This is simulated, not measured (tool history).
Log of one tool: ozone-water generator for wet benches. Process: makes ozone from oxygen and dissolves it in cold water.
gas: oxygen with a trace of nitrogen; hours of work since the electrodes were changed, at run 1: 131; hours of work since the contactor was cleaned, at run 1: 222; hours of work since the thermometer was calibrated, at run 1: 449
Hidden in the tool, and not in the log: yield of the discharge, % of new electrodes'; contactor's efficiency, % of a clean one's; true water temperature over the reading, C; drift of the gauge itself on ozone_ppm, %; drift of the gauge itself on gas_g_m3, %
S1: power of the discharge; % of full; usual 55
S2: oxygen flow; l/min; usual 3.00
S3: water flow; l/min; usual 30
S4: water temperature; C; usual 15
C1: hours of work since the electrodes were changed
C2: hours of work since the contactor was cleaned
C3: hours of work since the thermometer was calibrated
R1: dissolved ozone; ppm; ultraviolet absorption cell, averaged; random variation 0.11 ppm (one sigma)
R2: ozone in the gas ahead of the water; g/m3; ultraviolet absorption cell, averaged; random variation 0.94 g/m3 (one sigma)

{"run": 1, "hour": 0.0, "S1": 55, "S2": 3.0, "S3": 30, "S4": 15, "C1": 131, "C2": 222, "C3": 449, "R1": 9.2, "R2": 159.1}
{"run": 2, "hour": 28.1, "S1": 55, "S2": 3.0, "S3": 39, "S4": 15, "C1": 152, "C2": 243, "C3": 470, "R1": 6.8, "R2": 160.8}
{"run": 3, "hour": 58.7, "S1": 55, "S2": 3.0, "S3": 39, "S4": 15, "C1": 175, "C2": 266, "C3": 493, "R1": 6.8, "R2": 159.0}
{"run": 4, "hour": 85.5, "S1": 55, "S2": 3.0, "S3": 30, "S4": 15, "C1": 195, "C2": 286, "C3": 513, "R1": 9.5, "R2": 159.5}
{"run": 5, "hour": 128.1, "S1": 55, "S2": 3.0, "S3": 30, "S4": 15, "C1": 226, "C2": 317, "C3": 544, "R1": 9.2, "R2": 158.4}
{"run": 6, "hour": 161.5, "S1": 55, "S2": 3.0, "S3": 30, "S4": 15, "C1": 251, "C2": 342, "C3": 569, "R1": 9.1, "R2": 160.0}
{"run": 7, "hour": 187.8, "S1": 55, "S2": 3.0, "S3": 30, "S4": 15, "C1": 271, "C2": 361, "C3": 589, "R1": 9.3, "R2": 158.4}
{"run": 8, "hour": 209.9, "S1": 55, "S2": 3.0, "S3": 30, "S4": 14, "C1": 287, "C2": 378, "C3": 605, "R1": 9.3, "R2": 158.9}
{"run": 9, "hour": 229.9, "S1": 55, "S2": 3.0, "S3": 30, "S4": 15, "C1": 302, "C2": 393, "C3": 620, "R1": 9.4, "R2": 160.5}
{"run": 10, "hour": 255.7, "S1": 55, "S2": 3.0, "S3": 30, "S4": 15, "C1": 321, "C2": 412, "C3": 639, "R1": 9.5, "R2": 157.8}
{"run": 11, "hour": 282.7, "S1": 55, "S2": 3.0, "S3": 30, "S4": 15, "C1": 341, "C2": 432, "C3": 659, "R1": 9.2, "R2": 158.4}
{"run": 12, "hour": 326.7, "S1": 55, "S2": 3.0, "S3": 30, "S4": 15, "C1": 374, "C2": 465, "C3": 692, "R1": 9.3, "R2": 158.0}
{"run": 13, "hour": 366.3, "S1": 55, "S2": 3.0, "S3": 30, "S4": 15, "C1": 403, "C2": 494, "C3": 721, "R1": 9.4, "R2": 157.2}
{"run": 14, "hour": 386.5, "S1": 55, "S2": 3.0, "S3": 30, "S4": 15, "C1": 418, "C2": 509, "C3": 736, "R1": 9.3, "R2": 157.4}
{"run": 15, "hour": 410.1, "S1": 55, "S2": 3.0, "S3": 30, "S4": 15, "C1": 436, "C2": 526, "C3": 754, "R1": 9.3, "R2": 155.8}
{"run": 16, "hour": 437.0, "S1": 55, "S2": 3.0, "S3": 30, "S4": 15, "C1": 456, "C2": 546, "C3": 774, "R1": 9.6, "R2": 158.8}
{"run": 17, "hour": 463.0, "S1": 56, "S2": 3.19, "S3": 30, "S4": 18, "C1": 475, "C2": 566, "C3": 793, "R1": 9.4, "R2": 153.5}
{"run": 18, "hour": 503.4, "S1": 56, "S2": 3.19, "S3": 30, "S4": 18, "C1": 505, "C2": 596, "C3": 823, "R1": 9.5, "R2": 153.5}
{"run": 19, "hour": 540.8, "S1": 91, "S2": 3.19, "S3": 38, "S4": 18, "C1": 533, "C2": 624, "C3": 851, "R1": 11.2, "R2": 236.0}
{"run": 20, "hour": 584.5, "S1": 57, "S2": 3.1, "S3": 38, "S4": 11, "C1": 565, "C2": 656, "C3": 883, "R1": 7.4, "R2": 158.5}
{"run": 21, "hour": 616.3, "S1": 76, "S2": 3.11, "S3": 26, "S4": 10, "C1": 589, "C2": 680, "C3": 907, "R1": 15.1, "R2": 204.0}
{"run": 22, "hour": 657.9, "S1": 76, "S2": 3.11, "S3": 26, "S4": 10, "C1": 620, "C2": 710, "C3": 938, "R1": 15.3, "R2": 202.6}
{"run": 23, "hour": 692.8, "S1": 62, "S2": 1.86, "S3": 47, "S4": 13, "C1": 645, "C2": 736, "C3": 963, "R1": 5.6, "R2": 238.0}
{"run": 24, "hour": 723.3, "S1": 55, "S2": 3.0, "S3": 40, "S4": 14, "C1": 668, "C2": 759, "C3": 986, "R1": 6.7, "R2": 155.4}
{"run": 25, "hour": 742.1, "S1": 85, "S2": 1.91, "S3": 26, "S4": 14, "C1": 682, "C2": 773, "C3": 1000, "R1": 15.3, "R2": 312.9}
{"run": 26, "hour": 772.7, "S1": 41, "S2": 3.26, "S3": 45, "S4": 15, "C1": 705, "C2": 796, "C3": 1023, "R1": 4.4, "R2": 112.3}

The same runs without the tool's hidden state, with the same run-to-run variation:
run=1 R2=159.1
run=2 R2=161.0
run=3 R2=159.3
run=4 R2=160.0
run=5 R2=159.1
run=6 R2=160.9
run=7 R2=159.5
run=8 R2=160.1
run=9 R2=161.7
run=10 R2=159.2
run=11 R2=160.0
run=12 R2=159.7
run=13 R2=159.2
run=14 R2=159.5
run=15 R2=158.0
run=16 R2=161.2
run=17 R2=156.0
run=18 R2=156.2
run=19 R2=240.5
run=20 R2=161.7
run=21 R2=208.3
run=22 R2=207.3
run=23 R2=243.8
run=24 R2=159.3
run=25 R2=321.0
run=26 R2=115.3
R1: as measured in every run.
